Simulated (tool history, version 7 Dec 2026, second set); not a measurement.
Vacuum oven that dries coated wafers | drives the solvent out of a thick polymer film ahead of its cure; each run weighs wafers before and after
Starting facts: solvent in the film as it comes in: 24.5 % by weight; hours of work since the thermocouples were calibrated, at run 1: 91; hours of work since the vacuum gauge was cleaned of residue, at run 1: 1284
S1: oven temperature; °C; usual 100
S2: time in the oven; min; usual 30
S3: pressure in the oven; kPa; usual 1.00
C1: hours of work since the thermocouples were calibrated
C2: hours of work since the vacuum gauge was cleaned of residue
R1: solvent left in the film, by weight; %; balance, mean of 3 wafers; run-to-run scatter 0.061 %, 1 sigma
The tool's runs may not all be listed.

run    hour   S1  S2    S3    C1    C2     R1
  1     0.0  100  30  1.00    91  1284   4.04
  2    46.6  100  30  1.00   126  1320   4.08
  3   142.2  100  30  1.00   200  1394   4.10
  4   218.1  100  30  1.00   258  1452   4.27
  5   311.6  100  30  1.00   330  1524   4.09
  6   353.0  100  30  1.00   362  1556   4.16
  7   448.8  100  30  1.00   436  1629   4.11
  8   522.1  102  30  1.00   492  1686   3.55
  9   587.1  102  30  1.00   542  1736   3.59
 10   652.8  102  30  1.00   592  1786   3.64
 11   703.1  102  30  1.00   631  1825   3.64
 12   774.9   93  30  1.00   686  1880   6.08
 13   841.6   93  30  1.00   738  1931   6.12
 14   888.8   93  30  1.00   774  1968   5.99
      927.7  -- vacuum gauge cleaned of residue and calibrated
 15   975.5   93  30  1.00   839    37   5.36
 16  1039.0  113  52  1.00   888    86   0.73
 17  1083.7  103  27  1.00   923   120   3.38
 18  1148.5  110  19  1.18   972   170   3.67
 19  1205.7  100  21  1.14  1016   214   5.56
 20  1288.6  100  21  1.14  1080   277   5.65
 21  1367.0  100  21  1.14  1140   338   5.65
 22  1418.7  100  41  1.00  1180   377   2.21
 23  1475.9  109  16  0.75  1224   421   4.74
 24  1539.4  109  16  0.75  1273   470   4.79
 25  1614.5   90  16  0.73  1331   528  10.26

5 options for the next run, each taken on its own from the tool as it stands now. Forecast them:
  A  1679.9   90  47  0.74  1381  578   ?
  B  1679.9   93  16  0.73  1381  578   ?
  C  1679.9  107  30  3.01  1381  578   ?
  D  1679.9   90  45  0.73  1381  578   ?
  E  1679.9   90  16  0.82  1381  578   ?

run     R1
  A   3.40
  B   9.23
  C   3.67
  D   3.59
  E  10.17
With the hidden condition removed and each run's random variation left untouched, the same runs would have given:
run     R1
  A   3.36
  B   9.36
  C   3.72
  D   3.56
  E  10.29

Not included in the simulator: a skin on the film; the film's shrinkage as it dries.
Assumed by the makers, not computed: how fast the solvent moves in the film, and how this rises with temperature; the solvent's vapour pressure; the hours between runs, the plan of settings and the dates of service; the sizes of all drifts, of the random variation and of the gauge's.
